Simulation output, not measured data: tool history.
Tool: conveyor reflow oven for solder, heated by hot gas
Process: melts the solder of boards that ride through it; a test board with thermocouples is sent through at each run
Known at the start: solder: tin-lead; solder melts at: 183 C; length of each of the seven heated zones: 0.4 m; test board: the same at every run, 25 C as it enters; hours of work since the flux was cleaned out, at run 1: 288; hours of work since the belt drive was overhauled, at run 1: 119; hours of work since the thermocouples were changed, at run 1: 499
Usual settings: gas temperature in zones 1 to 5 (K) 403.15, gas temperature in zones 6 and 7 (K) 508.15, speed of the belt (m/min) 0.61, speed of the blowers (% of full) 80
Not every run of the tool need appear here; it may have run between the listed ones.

run	day	gas temperature in zones 1 to 5 (K)	gas temperature in zones 6 and 7 (K)	speed of the belt (m/min)	speed of the blowers (% of full)	hours of work since the flux was cleaned out	hours of work since the belt drive was overhauled	hours of work since the thermocouples were changed	highest temperature of the board (K)	time above the solder's melting point (s)
1	0	403.15	508.15	0.61	80	288	119	499	491.95	57.8
2	0.812	403.15	508.15	0.61	80	303	134	514	491.65	57.7
3	1.467	406.15	508.15	0.61	80	315	146	526	492.25	59.6
4	2.083	403.15	508.15	0.61	80	326	157	537	491.75	57.5
5	2.496	403.15	508.15	0.61	80	334	165	545	491.45	57.9
6	2.908	403.15	508.15	0.61	80	341	172	553	491.95	57.2
7	3.533	403.15	514.15	0.61	80	353	184	564	496.75	61.3
# day 4.662: flux residue cleaned out of gas plates and filters
8	4.683	403.15	514.15	0.61	81	0	201	581	499.25	63
9	5.275	403.15	502.15	0.61	80	11	212	592	488.35	54.9
10	5.75	403.15	502.15	0.61	80	20	221	601	488.65	55.1
11	6.525	403.15	502.15	0.61	80	34	235	615	488.15	55
12	7.383	403.15	502.15	0.61	80	50	251	631	488.15	54.8
13	8.146	403.15	502.15	0.61	80	64	265	645	488.05	55
14	9.171	403.15	508.15	0.61	80	83	283	664	493.15	59.3
15	10.054	403.15	508.15	0.61	80	99	300	680	493.85	59.2
16	10.567	403.15	508.15	0.61	80	108	309	689	493.15	59
17	11.333	403.15	514.15	0.51	76	122	323	703	503.05	79.6
18	12.262	413.15	514.15	0.51	76	140	340	720	504.05	84
19	13.25	413.15	508.15	0.61	69	158	358	739	492.45	61.1
20	13.867	416.15	519.15	0.61	68	169	370	750	501.75	68.6
21	14.5	416.15	519.15	0.61	68	181	381	762	501.65	69.2
22	14.967	398.15	496.15	0.519	64	189	390	770	482.85	58.1
23	15.688	398.15	496.15	0.519	64	202	403	783	482.85	58.1
24	16.396	412.15	517.15	0.69	60	215	416	796	491.45	52.5
25	16.829	408.15	521.15	0.61	80	223	424	804	504.95	68.1
26	17.438	408.15	521.15	0.61	80	234	435	815	504.95	68
27	18.333	413.15	497.15	0.672	65	251	452	832	478.45	42.7
28	19.267	413.15	497.15	0.672	65	268	469	849	478.55	43.4
29	19.725	401.15	497.15	0.532	74	276	477	857	485.55	60.5
30	20.25	401.15	497.15	0.532	57	286	487	867	481.15	55.2
31	21.021	401.15	497.15	0.532	57	300	501	881	481.85	55.2

Here are 4 independent what-if runs from the current tool condition. What would each one return?
A	21.479	403.15	497.15	0.61	80	309	509	890	?	?
B	21.479	410.15	509.15	0.532	59	309	509	890	?	?
C	21.479	401.15	521.15	0.532	87	309	509	890	?	?
D	21.479	416.15	497.15	0.532	61	309	509	890	?	?

run	highest temperature of the board (K)	time above the solder's melting point (s)
A	482.85	50.4
B	493.85	70.7
C	509.55	79.3
D	485.05	65.8
Had the tool no hidden state, the same runs would have come out as:
run	highest temperature of the board (K)	time above the solder's melting point (s)
A	482.75	50.2
B	493.45	69.7
C	509.45	78.4
D	484.45	64.8
